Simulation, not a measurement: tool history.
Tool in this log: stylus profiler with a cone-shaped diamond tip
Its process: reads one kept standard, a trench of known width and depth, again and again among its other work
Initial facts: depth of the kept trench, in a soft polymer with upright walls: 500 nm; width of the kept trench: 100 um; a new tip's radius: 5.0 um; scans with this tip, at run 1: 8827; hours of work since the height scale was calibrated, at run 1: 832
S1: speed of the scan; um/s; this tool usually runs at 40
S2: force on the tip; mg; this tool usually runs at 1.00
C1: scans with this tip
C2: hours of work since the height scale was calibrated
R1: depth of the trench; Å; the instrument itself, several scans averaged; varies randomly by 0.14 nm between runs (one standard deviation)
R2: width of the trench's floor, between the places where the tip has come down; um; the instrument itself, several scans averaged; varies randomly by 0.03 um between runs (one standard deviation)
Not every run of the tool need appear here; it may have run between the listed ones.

run	hour	S1	S2	C1	C2	R1	R2
1	0.0	40	1.00	8827	832	5024.5	95.25
2	55.5	40	1.00	9143	862	5022.3	95.28
3	109.2	40	1.00	9449	890	5024.3	95.26
4	161.2	40	1.00	9745	918	5021.9	95.25
# hour 169.9: new tip fitted, height scale calibrated
5	212.2	40	1.26	240	23	5027.1	95.30
6	237.6	40	1.26	385	36	5027.0	95.29
7	284.8	41	1.00	654	62	5022.4	95.30
8	311.0	41	1.00	803	76	5025.4	95.24
9	348.4	41	1.00	1015	96	5021.3	95.31
10	396.0	40	0.98	1286	121	5021.7	95.25
11	453.3	40	0.63	1613	152	5018.1	95.21
12	486.5	40	1.94	1802	170	5034.4	95.34
13	542.9	40	1.12	2122	200	5024.6	95.37
14	571.4	40	1.12	2285	215	5025.2	95.29
15	603.1	40	1.00	2465	232	5025.7	95.27
16	640.1	11	0.36	2676	252	5011.6	95.47
17	695.2	33	0.51	2989	282	5015.2	95.23
18	751.0	30	1.46	3307	312	5031.9	95.43
19	790.4	31	0.55	3531	333	5017.1	95.26
20	840.2	15	0.90	3814	359	5023.1	95.50
21	889.1	45	0.41	4092	386	5011.8	94.97
22	937.7	101	1.50	4369	412	5031.0	94.90
23	966.3	67	0.46	4532	427	5010.5	94.73
24	996.1	67	0.46	4702	443	5013.2	94.77
25	1026.0	17	0.97	4872	459	5020.1	95.48
26	1073.1	153	0.97	5140	484	5021.9	94.19
27	1105.5	40	1.28	5324	502	5027.4	95.31
28	1134.2	40	1.28	5488	517	5027.9	95.31
29	1179.4	36	0.84	5745	541	5021.5	95.27

5 ways to go on from here, each from the tool as it stands after run 29. What would each give?
A	1222.9	104	2.49	5992	565	?	?
B	1222.9	43	0.46	5992	565	?	?
C	1222.9	84	0.50	5992	565	?	?
D	1222.9	83	0.48	5992	565	?	?
E	1222.9	107	1.57	5992	565	?	?

run	R1	R2
A	5040.5	95.04
B	5012.6	95.07
C	5015.3	94.60
D	5012.8	94.58
E	5030.6	94.91
What these runs would have given with no unlogged condition in the tool:
run	R1	R2
A	5040.5	95.05
B	5012.6	95.08
C	5015.2	94.61
D	5012.7	94.60
E	5030.5	94.92
